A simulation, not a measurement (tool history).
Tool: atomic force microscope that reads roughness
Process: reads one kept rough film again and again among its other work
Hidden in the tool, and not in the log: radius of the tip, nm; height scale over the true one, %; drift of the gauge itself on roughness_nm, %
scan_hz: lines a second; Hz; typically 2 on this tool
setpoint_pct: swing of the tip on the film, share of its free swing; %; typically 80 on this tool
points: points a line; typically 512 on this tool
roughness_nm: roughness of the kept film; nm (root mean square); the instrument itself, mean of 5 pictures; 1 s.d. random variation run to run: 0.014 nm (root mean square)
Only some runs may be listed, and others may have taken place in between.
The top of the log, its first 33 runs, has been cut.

run    hour  scan_hz  setpoint_pct  points  pictures with this tip  hours of work since the height scale was calibrated  roughness_nm
       1568  -- new tip fitted
 34    1596     1.15            81     380                      23                                                  434         3.281
 35  1651.5     0.62            60     267                      69                                                  462         3.151
     1705.1  -- new tip fitted
 36  1705.1     1.41            63     485                       0                                                  488         3.695
 37  1766.6     0.82            80     349                      51                                                  518         3.033
 38  1797.2     0.82            80     349                      76                                                  534         2.904
 39  1832.3     0.82            80     349                     104                                                  551         2.729
     1840.2  -- new tip fitted
 40  1893.2     0.86            65     654                      43                                                  581         3.376
 41  1931.6     0.86            65     654                      74                                                  600         3.108
     1976.8  -- new tip fitted
 42    1977     0.76            80     560                       0                                                  622         3.665
 43  2032.6     0.91            80     711                      46                                                  650          3.23
 44  2075.4     0.91            56     273                      81                                                  671         3.092
     2111.3  -- new tip fitted
 45  2143.5     3.48            56     574                      26                                                  704          3.37
 46  2208.2     3.48            56     574                      80                                                  736         2.951
     2246.9  -- new tip fitted
 47  2261.1      2.9            56     955                      12                                                  762         3.543
 48  2328.9      2.5            66     856                      67                                                  796          2.96
     2383.8  -- new tip fitted
 49  2383.8      2.5            66     856                       0                                                  823         3.479
 50  2417.3      2.5            66     856                      27                                                  840         3.183
 51  2465.7        2            56     512                      67                                                  864         3.087

Consider 4 possible next runs. They are alternatives, not a sequence: every one starts from the tool as it was left by run 51. What does each give?
     2517.5  -- new tip fitted
  A  2524.4     3.57            56     911                       6                                                  892             ?
     2517.5  -- new tip fitted
  B  2524.4     2.95            56     262                       6                                                  892             ?
     2517.5  -- new tip fitted
  C  2524.4     0.53            56     332                       6                                                  892             ?
     2517.5  -- new tip fitted
  D  2524.4     2.32            56     386                       6                                                  892             ?

run  roughness_nm
  A         3.518
  B          3.44
  C         3.695
  D         3.583
With no hidden state in the tool, these same runs would have given:
run  roughness_nm
  A         3.692
  B         3.611
  C         3.878
  D          3.76
